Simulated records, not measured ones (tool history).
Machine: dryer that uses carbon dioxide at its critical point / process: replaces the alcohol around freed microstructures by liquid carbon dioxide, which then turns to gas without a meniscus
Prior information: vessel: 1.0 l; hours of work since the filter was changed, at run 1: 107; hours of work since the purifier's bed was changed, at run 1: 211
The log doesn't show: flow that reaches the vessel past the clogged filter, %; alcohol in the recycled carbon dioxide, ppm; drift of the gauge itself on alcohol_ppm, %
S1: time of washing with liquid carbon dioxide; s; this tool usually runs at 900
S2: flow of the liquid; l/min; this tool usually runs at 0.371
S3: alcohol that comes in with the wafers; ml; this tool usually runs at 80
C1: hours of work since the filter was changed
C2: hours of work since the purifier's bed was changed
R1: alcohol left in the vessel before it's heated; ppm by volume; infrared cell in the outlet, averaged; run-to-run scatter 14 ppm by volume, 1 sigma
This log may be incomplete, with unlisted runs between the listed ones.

run	day	S1	S2	S3	C1	C2	R1
1	0.000	900	0.371	80	107	211	954
2	1.833	660	0.371	80	129	234	3083
3	4.096	660	0.371	24	157	262	946
4	5.838	1260	0.371	80	179	284	205
5	8.429	900	0.371	80	211	316	1011
6	10.342	900	0.371	80	235	340	1057
7	11.646	900	0.371	80	251	356	1030
8	13.662	900	0.371	80	276	381	1078
9	15.767	900	0.371	114	302	407	1489
10	17.988	900	0.371	55	330	434	793
11	20.088	900	0.371	55	356	460	805
12	21.762	900	0.371	55	376	481	805
13	24.071	900	0.371	55	405	510	849
14	26.450	900	0.371	55	434	539	841
15	28.750	900	0.371	80	463	568	1237
16	31.212	900	0.371	80	493	598	1268
17	33.825	900	0.539	80	526	631	276
# day 34.175: inlet filter changed
18	35.729	900	0.539	80	19	654	227
19	37.262	900	0.539	80	38	673	240
20	39.208	900	0.539	80	62	697	232
21	41.142	900	0.539	80	86	721	241
22	43.404	900	0.371	80	114	749	1083
23	45.079	900	0.371	80	135	770	1063
24	47.121	900	0.407	80	160	795	779
25	49.521	900	0.407	80	190	825	767
26	51.033	1380	0.371	67	209	843	233
27	53.196	840	0.597	24	236	870	193
28	54.696	840	0.371	36	254	889	770
29	57.229	840	0.371	36	286	920	780
30	59.717	900	0.354	47	317	951	955
# day 60.171: purifier's bed changed
31	61.079	900	0.323	40	332	11	928
32	62.242	900	0.323	40	346	26	968
33	63.375	900	0.371	73	360	40	962
34	65.304	900	0.371	73	384	64	1034
35	67.583	900	0.371	73	412	92	1018
36	69.304	840	0.457	80	434	113	600
37	70.942	900	0.330	58	454	133	1415
38	72.321	900	0.330	58	471	151	1379
39	74.971	540	0.232	113	504	183	24015
# day 77.158: inlet filter changed
40	77.183	540	0.232	113	0	210	21383
41	78.746	600	0.520	41	20	230	620
42	80.883	600	0.520	41	46	256	633
43	83.296	600	0.520	41	76	286	650
44	85.054	1080	0.322	41	98	308	461
45	86.221	1080	0.322	41	112	322	466
46	88.417	1080	0.322	41	140	349	484
47	90.908	1080	0.322	41	170	380	491

4 ways to go on from here, each from the tool as it stands after run 47. What would each give?
A	92.033	1380	0.371	80	184	394	?
B	92.033	1080	0.369	41	184	394	?
C	92.033	720	0.351	23	184	394	?
D	92.033	900	0.315	104	184	394	?

run	R1
A	183
B	300
C	893
D	2509
With no hidden state in the tool, these same runs would have given:
run	R1
A	88
B	191
C	736
D	2169
